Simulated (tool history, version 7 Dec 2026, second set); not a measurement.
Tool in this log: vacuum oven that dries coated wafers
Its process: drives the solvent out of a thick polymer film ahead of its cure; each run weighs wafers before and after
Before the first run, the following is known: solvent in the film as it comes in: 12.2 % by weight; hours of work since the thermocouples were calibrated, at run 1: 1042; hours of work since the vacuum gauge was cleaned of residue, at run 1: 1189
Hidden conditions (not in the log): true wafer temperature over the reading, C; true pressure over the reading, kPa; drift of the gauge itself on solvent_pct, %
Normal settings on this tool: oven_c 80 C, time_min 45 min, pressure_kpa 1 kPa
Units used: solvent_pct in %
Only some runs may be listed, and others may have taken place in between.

run,hour,oven_c,time_min,pressure_kpa,hours of work since the thermocouples were calibrated,hours of work since the vacuum gauge was cleaned of residue,solvent_pct
1,0,80,45,1,1042,1189,1.37
2,43.9,80,45,1,1069,1216,1.42
3,80.3,80,45,1,1092,1239,1.43
4,113.3,80,45,0.7,1113,1260,1.28
5,135.6,80,27,1,1127,1274,2.6
6,179.2,80,26,1,1154,1301,2.78
# hour 185.1: vacuum gauge cleaned of residue and calibrated
7,227.8,80,26,1,1184,27,2.87
8,255.2,80,26,1,1201,44,2.91
9,275.1,69,33,0.94,1214,57,4.89
10,312,69,33,0.94,1237,80,4.82
11,348.6,69,33,0.94,1260,103,5.01
# hour 359.5: vacuum gauge cleaned of residue and calibrated, once more
12,389.2,89,27,1.38,1285,19,1.08
13,422.7,89,27,1.38,1306,40,1.08

Consider 3 possible next runs. They are alternatives, not a sequence: every one starts from the tool as it was left by run 13. What does each give?
A,455.7,88,36,0.62,1326,60,?
B,455.7,80,58,1,1326,60,?
C,455.7,80,49,0.93,1326,60,?

run,solvent_pct
A,0.57
B,0.91
C,1.05
Without the tool's unlogged condition, the same runs would have read:
run,solvent_pct
A,0.41
B,0.69
C,0.76
